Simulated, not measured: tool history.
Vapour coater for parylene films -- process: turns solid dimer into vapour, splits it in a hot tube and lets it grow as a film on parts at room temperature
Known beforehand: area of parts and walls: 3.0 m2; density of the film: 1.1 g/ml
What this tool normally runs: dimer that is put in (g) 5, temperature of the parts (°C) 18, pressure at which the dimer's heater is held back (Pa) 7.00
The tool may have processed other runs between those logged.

run     day  dimer that is put in (g)  temperature of the parts (°C)  pressure at which the dimer's heater is held back (Pa)  thickness of the film (µm)
  1   0.000                         5                             18                                                    7.00                        0.95
  2   0.700                         5                             18                                                    7.00                        0.94
  3   1.283                         5                             18                                                    7.00                        0.92
  4   1.667                         5                             18                                                    7.00                        0.93
  5   2.029                         5                             18                                                    3.84                        1.02
  6   2.383                         5                             18                                                    3.84                        1.02
  7   2.858                         5                             17                                                    7.00                        0.97
  8   3.446                         5                             17                                                    7.00                        0.96
  9   4.104                         2                             17                                                    7.00                        0.38
 10   4.600                         2                             17                                                    7.00                        0.37
 11   5.079                         5                             18                                                    7.00                        0.92
 12   5.712                         5                             18                                                    7.00                        0.91
 13   6.375                         5                             18                                                    7.00                        0.90
 14   7.000                         5                             18                                                    7.00                        0.93
 15   7.354                         5                             18                                                    7.00                        0.94
 16   7.938                         5                             18                                                   11.94                        0.84
 17   8.629                         5                             18                                                   11.94                        0.82
 18   9.146                         5                             18                                                    7.00                        0.92
 19   9.829                         5                             18                                                    7.00                        0.90
 20  10.375                         4                             18                                                    7.00                        0.72
 21  10.896                         4                             18                                                    7.00                        0.73
 22  11.192                         4                             18                                                    7.00                        0.73
 23  11.783                         7                             18                                                    5.26                        1.33
 24  12.467                         7                             18                                                    5.26                        1.32
 25  12.942                         2                             11                                                    6.74                        0.48
 26  13.400                         2                             11                                                    6.74                        0.50
 27  13.688                         5                             18                                                    7.42                        0.90
     14.171  -- trap's valve overhauled
 28  14.354                         5                             11                                                    7.00                        1.30
 29  14.808                         7                             11                                                    7.00                        1.85
 30  15.162                         7                             23                                                    7.00                        1.12
 31  15.867                         7                             23                                                    7.49                        1.10
 32  16.446                         7                             23                                                    7.49                        1.12
 33  16.750                         4                             25                                                    7.49                        0.59
 34  17.208                         2                             12                                                    7.49                        0.50
 35  17.675                         2                             24                                                    4.16                        0.34

For each run, the measured value with the value that run would have given without the tool's hidden condition subtracted. The run-to-run variation is shared by both, the gauge scatter possibly not:
Unlogged tool condition in this case: vapour lost through the trap's worn valve, %; true temperature of the parts over the reading, C; drift of the gauge itself on film_um, %.
run  thickness of the film (µm)
  1                       -0.04
  2                       -0.04
  3                       -0.05
  4                       -0.05
  5                       -0.05
  6                       -0.06
  7                       -0.05
  8                       -0.06
  9                       -0.02
 10                       -0.02
 11                       -0.05
 12                       -0.05
 13                       -0.06
 14                       -0.05
 15                       -0.06
 16                       -0.05
 17                       -0.06
 18                       -0.07
 19                       -0.06
 20                       -0.05
 21                       -0.05
 22                       -0.05
 23                       -0.10
 24                       -0.10
 25                       -0.04
 26                       -0.04
 27                       -0.07
 28                       +0.01
 29                       +0.01
 30                       +0.00
 31                       +0.01
 32                       +0.01
 33                       +0.01
 34                       +0.00
 35                       +0.00
